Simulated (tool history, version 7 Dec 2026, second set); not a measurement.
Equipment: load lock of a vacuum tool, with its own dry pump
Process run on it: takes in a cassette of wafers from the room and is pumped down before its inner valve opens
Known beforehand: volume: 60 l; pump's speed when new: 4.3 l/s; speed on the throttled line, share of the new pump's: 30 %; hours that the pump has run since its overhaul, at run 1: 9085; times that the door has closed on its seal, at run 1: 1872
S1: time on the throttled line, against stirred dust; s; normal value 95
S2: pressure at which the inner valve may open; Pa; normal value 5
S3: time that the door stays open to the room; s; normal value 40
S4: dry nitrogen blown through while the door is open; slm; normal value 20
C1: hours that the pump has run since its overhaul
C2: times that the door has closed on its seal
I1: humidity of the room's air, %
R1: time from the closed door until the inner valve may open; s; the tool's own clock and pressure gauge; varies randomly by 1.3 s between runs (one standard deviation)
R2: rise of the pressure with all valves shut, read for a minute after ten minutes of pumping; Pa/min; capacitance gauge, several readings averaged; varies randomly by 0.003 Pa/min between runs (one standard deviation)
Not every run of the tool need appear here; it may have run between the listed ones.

{"run": 1, "hour": 0.0, "S1": 95, "S2": 5, "S3": 40, "S4": 20, "C1": 9085, "C2": 1872, "I1": 46.0, "R1": 217.9, "R2": 0.026}
{"run": 2, "hour": 89.5, "S1": 95, "S2": 5, "S3": 40, "S4": 8, "C1": 9175, "C2": 2150, "I1": 45.0, "R1": 221.0, "R2": 0.028}
{"run": 3, "hour": 198.1, "S1": 95, "S2": 5, "S3": 40, "S4": 14, "C1": 9284, "C2": 2487, "I1": 44.7, "R1": 217.8, "R2": 0.024}
{"run": 4, "hour": 302.0, "S1": 95, "S2": 5, "S3": 40, "S4": 14, "C1": 9387, "C2": 2810, "I1": 44.5, "R1": 219.7, "R2": 0.03}
{"run": 5, "hour": 394.1, "S1": 95, "S2": 5, "S3": 40, "S4": 14, "C1": 9480, "C2": 3096, "I1": 43.8, "R1": 220.6, "R2": 0.029}
{"run": 6, "hour": 471.2, "S1": 95, "S2": 5, "S3": 40, "S4": 14, "C1": 9557, "C2": 3335, "I1": 47.5, "R1": 220.1, "R2": 0.04}
{"run": 7, "hour": 607.6, "S1": 95, "S2": 5, "S3": 40, "S4": 20, "C1": 9693, "C2": 3759, "I1": 47.0, "R1": 218.1, "R2": 0.034}
{"run": 8, "hour": 714.1, "S1": 95, "S2": 5, "S3": 59, "S4": 20, "C1": 9800, "C2": 4090, "I1": 44.3, "R1": 221.3, "R2": 0.035}
{"run": 9, "hour": 828.6, "S1": 95, "S2": 5, "S3": 59, "S4": 20, "C1": 9914, "C2": 4445, "I1": 46.5, "R1": 220.0, "R2": 0.039}
{"run": 10, "hour": 962.6, "S1": 95, "S2": 5, "S3": 59, "S4": 20, "C1": 10048, "C2": 4861, "I1": 45.7, "R1": 222.9, "R2": 0.042}
{"run": 11, "hour": 1063.8, "S1": 95, "S2": 5, "S3": 59, "S4": 20, "C1": 10149, "C2": 5176, "I1": 42.5, "R1": 220.4, "R2": 0.042}
{"run": 12, "hour": 1186.0, "S1": 95, "S2": 5, "S3": 59, "S4": 20, "C1": 10271, "C2": 5556, "I1": 44.4, "R1": 220.5, "R2": 0.043}
{"run": 13, "hour": 1250.8, "S1": 50, "S2": 5, "S3": 40, "S4": 20, "C1": 10336, "C2": 5757, "I1": 47.4, "R1": 191.7, "R2": 0.043}
{"run": 14, "hour": 1359.3, "S1": 50, "S2": 5, "S3": 40, "S4": 20, "C1": 10445, "C2": 6094, "I1": 46.6, "R1": 193.0, "R2": 0.049}
{"run": 15, "hour": 1440.2, "S1": 95, "S2": 10, "S3": 40, "S4": 20, "C1": 10526, "C2": 6345, "I1": 47.1, "R1": 209.5, "R2": 0.041}
{"run": 16, "hour": 1572.2, "S1": 95, "S2": 5, "S3": 111, "S4": 20, "C1": 10658, "C2": 6755, "I1": 45.9, "R1": 222.6, "R2": 0.057}
{"run": 17, "hour": 1690.0, "S1": 95, "S2": 5, "S3": 129, "S4": 20, "C1": 10775, "C2": 7121, "I1": 45.2, "R1": 220.6, "R2": 0.065}
{"run": 18, "hour": 1757.1, "S1": 95, "S2": 5, "S3": 129, "S4": 20, "C1": 10843, "C2": 7329, "I1": 43.3, "R1": 221.2, "R2": 0.064}
{"run": 19, "hour": 1851.8, "S1": 95, "S2": 5, "S3": 129, "S4": 20, "C1": 10937, "C2": 7623, "I1": 43.2, "R1": 218.3, "R2": 0.069}
{"run": 20, "hour": 1979.1, "S1": 95, "S2": 5, "S3": 43, "S4": 39, "C1": 11065, "C2": 8019, "I1": 43.9, "R1": 223.9, "R2": 0.051}
{"run": 21, "hour": 2075.7, "S1": 95, "S2": 6, "S3": 47, "S4": 20, "C1": 11161, "C2": 8319, "I1": 47.6, "R1": 220.7, "R2": 0.057}
{"run": 22, "hour": 2135.2, "S1": 95, "S2": 5, "S3": 53, "S4": 11, "C1": 11221, "C2": 8503, "I1": 46.5, "R1": 221.8, "R2": 0.067}
{"run": 23, "hour": 2267.3, "S1": 57, "S2": 5, "S3": 173, "S4": 20, "C1": 11353, "C2": 8914, "I1": 44.5, "R1": 196.3, "R2": 0.082}
{"run": 24, "hour": 2406.7, "S1": 71, "S2": 7, "S3": 110, "S4": 7, "C1": 11492, "C2": 9347, "I1": 45.7, "R1": 202.7, "R2": 0.081}
{"run": 25, "hour": 2525.9, "S1": 71, "S2": 7, "S3": 110, "S4": 7, "C1": 11611, "C2": 9717, "I1": 41.8, "R1": 198.9, "R2": 0.08}
{"run": 26, "hour": 2666.6, "S1": 71, "S2": 7, "S3": 110, "S4": 14, "C1": 11752, "C2": 10154, "I1": 44.5, "R1": 202.4, "R2": 0.085}
{"run": 27, "hour": 2763.4, "S1": 73, "S2": 8, "S3": 116, "S4": 6, "C1": 11849, "C2": 10455, "I1": 46.6, "R1": 198.5, "R2": 0.091}
{"run": 28, "hour": 2894.7, "S1": 73, "S2": 5, "S3": 40, "S4": 12, "C1": 11980, "C2": 10862, "I1": 44.3, "R1": 210.5, "R2": 0.072}
{"run": 29, "hour": 2964.5, "S1": 106, "S2": 4, "S3": 40, "S4": 9, "C1": 12050, "C2": 11079, "I1": 48.1, "R1": 236.7, "R2": 0.077}
{"run": 30, "hour": 3071.3, "S1": 106, "S2": 4, "S3": 40, "S4": 9, "C1": 12157, "C2": 11411, "I1": 47.2, "R1": 238.4, "R2": 0.077}
{"run": 31, "hour": 3150.4, "S1": 79, "S2": 6, "S3": 45, "S4": 40, "C1": 12236, "C2": 11657, "I1": 45.3, "R1": 209.1, "R2": 0.068}
{"run": 32, "hour": 3239.3, "S1": 79, "S2": 6, "S3": 45, "S4": 40, "C1": 12325, "C2": 11933, "I1": 39.9, "R1": 210.3, "R2": 0.07}
{"run": 33, "hour": 3337.9, "S1": 79, "S2": 6, "S3": 45, "S4": 40, "C1": 12423, "C2": 12239, "I1": 45.5, "R1": 208.5, "R2": 0.075}
{"run": 34, "hour": 3409.6, "S1": 88, "S2": 9, "S3": 28, "S4": 17, "C1": 12495, "C2": 12462, "I1": 45.1, "R1": 208.5, "R2": 0.075}
{"run": 35, "hour": 3466.9, "S1": 95, "S2": 8, "S3": 138, "S4": 20, "C1": 12552, "C2": 12640, "I1": 48.0, "R1": 215.4, "R2": 0.102}
{"run": 36, "hour": 3572.1, "S1": 95, "S2": 5, "S3": 31, "S4": 20, "C1": 12658, "C2": 12966, "I1": 45.7, "R1": 224.1, "R2": 0.087}
{"run": 37, "hour": 3660.4, "S1": 95, "S2": 9, "S3": 41, "S4": 20, "C1": 12746, "C2": 13240, "I1": 44.6, "R1": 215.7, "R2": 0.091}

Each row is a separate what-if for the run after 37, all from the same tool condition, not one after another. Results?
{"run": "A", "hour": 3782.9, "S1": 166, "S2": 7, "S3": 41, "S4": 44, "C1": 12868, "C2": 13621, "I1": 47.0, "R1": "?", "R2": "?"}
{"run": "B", "hour": 3782.9, "S1": 95, "S2": 5, "S3": 171, "S4": 20, "C1": 12868, "C2": 13621, "I1": 43.5, "R1": "?", "R2": "?"}
{"run": "C", "hour": 3782.9, "S1": 178, "S2": 9, "S3": 41, "S4": 20, "C1": 12868, "C2": 13621, "I1": 49.3, "R1": "?", "R2": "?"}
{"run": "D", "hour": 3782.9, "S1": 120, "S2": 5, "S3": 40, "S4": 5, "C1": 12868, "C2": 13621, "I1": 45.6, "R1": "?", "R2": "?"}

run=A R1=263.6 R2=0.085
run=B R1=223.9 R2=0.108
run=C R1=267.8 R2=0.096
run=D R1=242.1 R2=0.097
The same runs, with their run-to-run variation unchanged, on a tool lacking any hidden condition would have given:
run=A R1=249.2 R2=0.010
run=B R1=205.3 R2=0.034
run=C R1=255.0 R2=0.022
run=D R1=224.2 R2=0.025
